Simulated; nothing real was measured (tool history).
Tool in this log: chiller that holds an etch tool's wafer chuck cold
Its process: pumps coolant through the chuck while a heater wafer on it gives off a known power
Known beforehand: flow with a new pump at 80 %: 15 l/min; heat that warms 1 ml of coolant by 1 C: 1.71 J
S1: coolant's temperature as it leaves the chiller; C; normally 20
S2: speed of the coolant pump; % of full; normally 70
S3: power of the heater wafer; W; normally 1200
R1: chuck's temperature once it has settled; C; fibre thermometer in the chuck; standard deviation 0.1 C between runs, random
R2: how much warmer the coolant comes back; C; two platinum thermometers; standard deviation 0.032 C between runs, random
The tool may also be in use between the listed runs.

run	hour	S1	S2	S3	R1	R2
1	0	20	70	1200	30	3.21
2	27.6	20	70	1200	30.1	3.16
3	66.6	20	70	1200	29.9	3.23
4	87.8	20	70	1200	30	3.25
5	130.4	20	70	1200	30.1	3.29
6	177.8	20	70	1200	30	3.24
7	205.2	24	70	1200	34	3.22
8	234.4	20	88	1200	28.1	2.65
9	282.1	20	88	1200	28.2	2.6
10	312.3	20	76	1200	29.3	2.99
11	351.4	11	76	1200	20.4	3.08
12	373.8	29	70	1200	39	3.27
13	402.8	29	70	1200	38.9	3.32
14	449.4	10	70	1200	19.9	3.3
15	472.1	10	70	1200	20	3.32
16	498.3	21	79	1374	31.3	3.44
17	546	20	71	1764	34.4	4.83
# hour 550.4: gauge calibrated
18	574.4	20	74	1209	29.6	3.05
19	611.4	20	71	1489	32.4	3.96
20	646.8	22	70	1200	32	3.23
21	678.6	26	68	712	32.2	1.94
22	718.9	26	68	712	32.2	2.05
23	763.8	18	92	1397	27.1	2.89
24	810.1	12	93	1200	19.8	2.53
25	840.3	20	73	1200	29.5	3.19
26	881.1	29	87	1280	37.7	2.87

The next listed run, before its measurement:
27	904	29	87	1280	?	?

{"run 27": {"R1": 37.9, "R2": 2.91}}
Take away the tool's hidden state, keep the run-to-run variation as it was, and the same run would have given R1 37.8 C, R2 2.79 C.

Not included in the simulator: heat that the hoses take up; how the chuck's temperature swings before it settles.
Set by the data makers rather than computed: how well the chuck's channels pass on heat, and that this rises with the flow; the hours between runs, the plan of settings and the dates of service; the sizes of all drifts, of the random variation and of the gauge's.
